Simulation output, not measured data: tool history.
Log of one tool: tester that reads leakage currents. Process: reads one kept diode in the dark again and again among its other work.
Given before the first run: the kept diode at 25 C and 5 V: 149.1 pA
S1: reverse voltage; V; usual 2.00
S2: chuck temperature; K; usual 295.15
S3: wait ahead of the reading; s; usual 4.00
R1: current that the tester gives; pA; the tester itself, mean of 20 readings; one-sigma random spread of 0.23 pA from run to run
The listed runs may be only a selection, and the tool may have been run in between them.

run	hour	S1	S2	S3	R1
1	0.0	2.00	295.15	4.00	76.38
2	23.9	2.00	295.15	4.00	75.92
3	59.3	2.00	295.15	8.76	76.15
4	77.5	2.00	293.15	4.00	64.15
5	94.0	2.00	295.15	4.00	76.26
6	111.2	1.72	295.15	4.00	70.77
7	142.3	2.00	295.15	4.00	76.02
8	178.6	2.00	295.15	4.00	76.42
9	201.4	2.00	295.15	4.00	76.65
10	222.4	2.00	295.15	4.00	76.26
11	239.6	2.00	295.15	1.74	76.61
12	277.9	2.00	295.15	0.92	77.16
13	294.9	2.00	295.15	4.00	76.82
14	312.5	5.41	295.15	4.00	125.34
15	336.9	2.00	331.15	4.00	1221.77
16	359.3	1.26	302.15	0.96	110.31
17	383.4	1.26	300.15	0.96	93.96
18	402.6	1.26	300.15	0.96	93.84
19	418.6	3.44	310.15	0.62	343.15
20	453.5	3.44	310.15	0.62	341.64
21	480.2	3.44	310.15	0.62	341.40
22	517.8	2.59	306.15	0.41	218.52
23	552.0	15.55	333.15	0.58	3758.72
24	586.3	15.55	333.15	0.58	3782.92
25	610.6	15.55	333.15	0.89	3767.96
26	642.6	15.55	333.15	0.89	3779.78
27	681.0	5.57	295.15	0.34	126.91
28	697.1	5.57	295.15	0.34	127.15
29	718.5	17.99	295.15	0.72	223.01
30	755.8	17.99	299.15	0.46	315.47

Removed from this log: 2 entries logged between the listed runs. Between which two listed runs does each belong, and how does the tool's hidden state at the listed run before it compare with that at the listed run after it?
From run 21 to run 22: probe card cleaned and baked (hour 486.1)
  stray current of the dirty probe card, pA a volt: 0.629 -> 0.761; current scale over the true one, %: -0.36 -> -0.37; true chuck temperature over the reading, C: 0.33 -> 0.34
  the result without the hidden state subtracted from the measured one, R1: +9.48 -> +6.97 pA
From run 22 to run 23: probe card cleaned and baked, once more (hour 544.6)
  stray current of the dirty probe card, pA a volt: 0.761 -> 0.023; current scale over the true one, %: -0.37 -> -0.38; true chuck temperature over the reading, C: 0.34 -> 0.35
  the result without the hidden state subtracted from the measured one, R1: +6.97 -> +74.64 pA
